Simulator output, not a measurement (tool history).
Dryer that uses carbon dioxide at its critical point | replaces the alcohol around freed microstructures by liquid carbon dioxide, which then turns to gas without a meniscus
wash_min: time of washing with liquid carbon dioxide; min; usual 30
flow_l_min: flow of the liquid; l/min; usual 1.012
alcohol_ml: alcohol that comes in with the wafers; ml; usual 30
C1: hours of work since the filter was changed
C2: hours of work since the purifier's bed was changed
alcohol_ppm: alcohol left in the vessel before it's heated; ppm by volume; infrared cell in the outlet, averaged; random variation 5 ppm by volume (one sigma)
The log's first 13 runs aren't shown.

Run 14, hour 186.9: usual settings but flow_l_min 1.69 l/min; C1 158; C2 334. Result: alcohol_ppm 120 ppm by volume.
Run 15, hour 194.8: usual settings but flow_l_min 1.69 l/min; C1 163; C2 339. Result: alcohol_ppm 123 ppm by volume.
Run 16, hour 204.2: usual settings but flow_l_min 1.69 l/min; C1 168; C2 345. Result: alcohol_ppm 126 ppm by volume.
Run 17, hour 213.4: usual settings; C1 174; C2 350. Result: alcohol_ppm 149 ppm by volume.
Run 18, hour 222.5: usual settings; C1 179; C2 356. Result: alcohol_ppm 148 ppm by volume.
Run 19, hour 230.8: usual settings; C1 184; C2 361. Result: alcohol_ppm 150 ppm by volume.
Run 20, hour 241.4: usual settings but wash_min 25 min, flow_l_min 1.19 l/min; C1 191; C2 367. Result: alcohol_ppm 150 ppm by volume.
Run 21, hour 258.3: usual settings but wash_min 33 min, flow_l_min 1.52 l/min; C1 201; C2 378. Result: alcohol_ppm 135 ppm by volume.
Run 22, hour 269.9: usual settings but wash_min 23 min, alcohol_ml 112 ml; C1 208; C2 385. Result: alcohol_ppm 434 ppm by volume.
Run 23, hour 286: usual settings but wash_min 41 min, flow_l_min 0.84 l/min, alcohol_ml 24 ml; C1 218; C2 395. Result: alcohol_ppm 150 ppm by volume.
Run 24, hour 303: usual settings but wash_min 19 min, flow_l_min 0.99 l/min, alcohol_ml 91 ml; C1 228; C2 405. Result: alcohol_ppm 721 ppm by volume.
Run 25, hour 312.2: usual settings but flow_l_min 0.86 l/min, alcohol_ml 45 ml; C1 234; C2 411. Result: alcohol_ppm 223 ppm by volume.
Run 26, hour 322.8: usual settings but alcohol_ml 88 ml; C1 240; C2 417. Result: alcohol_ppm 215 ppm by volume.
Run 27, hour 337.7: usual settings but flow_l_min 1.01 l/min, alcohol_ml 68 ml; C1 249; C2 426. Result: alcohol_ppm 207 ppm by volume.
Run 28, hour 344.9: usual settings but flow_l_min 1.01 l/min, alcohol_ml 68 ml; C1 254; C2 430. Result: alcohol_ppm 193 ppm by volume.
Run 29, hour 352.1: usual settings but wash_min 31 min, flow_l_min 1.01 l/min, alcohol_ml 68 ml; C1 258; C2 435. Result: alcohol_ppm 196 ppm by volume.
Run 30, hour 369.7: usual settings but alcohol_ml 62 ml; C1 269; C2 445. Result: alcohol_ppm 206 ppm by volume.
Run 31, hour 383: usual settings but wash_min 42 min, alcohol_ml 62 ml; C1 277; C2 454. Result: alcohol_ppm 170 ppm by volume.
Run 32, hour 391: usual settings but wash_min 42 min, alcohol_ml 40 ml; C1 282; C2 458. Result: alcohol_ppm 164 ppm by volume.
Run 33, hour 399.5: usual settings but alcohol_ml 22 ml; C1 287; C2 464. Result: alcohol_ppm 182 ppm by volume.
Run 34, hour 408.1: usual settings but flow_l_min 1.24 l/min, alcohol_ml 51 ml; C1 292; C2 469. Result: alcohol_ppm 181 ppm by volume.
Run 35, hour 418.1: usual settings but flow_l_min 1.58 l/min, alcohol_ml 23 ml; C1 298; C2 475. Result: alcohol_ppm 177 ppm by volume.
Run 36, hour 428.5: usual settings but wash_min 22 min, flow_l_min 1.45 l/min, alcohol_ml 76 ml; C1 305; C2 481. Result: alcohol_ppm 209 ppm by volume.
Run 37, hour 440.7: usual settings but wash_min 22 min, flow_l_min 1.45 l/min, alcohol_ml 27 ml; C1 312; C2 489. Result: alcohol_ppm 186 ppm by volume.
Run 38, hour 448.5: usual settings but wash_min 22 min, flow_l_min 1.52 l/min; C1 317; C2 493. Result: alcohol_ppm 192 ppm by volume.

5 ways to go on from here, each from the tool as it stands after run 38. What would each give?
Run A, hour 456.8: usual settings but wash_min 21 min, flow_l_min 1.52 l/min; C1 322; C2 499. Result: alcohol_ppm ?.
Run B, hour 456.8: usual settings but flow_l_min 1.63 l/min; C1 322; C2 499. Result: alcohol_ppm ?.
Run C, hour 456.8: usual settings but wash_min 44 min, flow_l_min 1.01 l/min, alcohol_ml 28 ml; C1 322; C2 499. Result: alcohol_ppm ?.
Run D, hour 456.8: usual settings but alcohol_ml 43 ml; C1 322; C2 499. Result: alcohol_ppm ?.
Run E, hour 456.8: usual settings but wash_min 28 min, flow_l_min 0.96 l/min; C1 322; C2 499. Result: alcohol_ppm ?.

run  alcohol_ppm
  A          196
  B          183
  C          182
  D          217
  E          239
Without the tool's hidden state the same runs would have given:
run  alcohol_ppm
  A           15
  B            5
  C            6
  D           21
  E           41
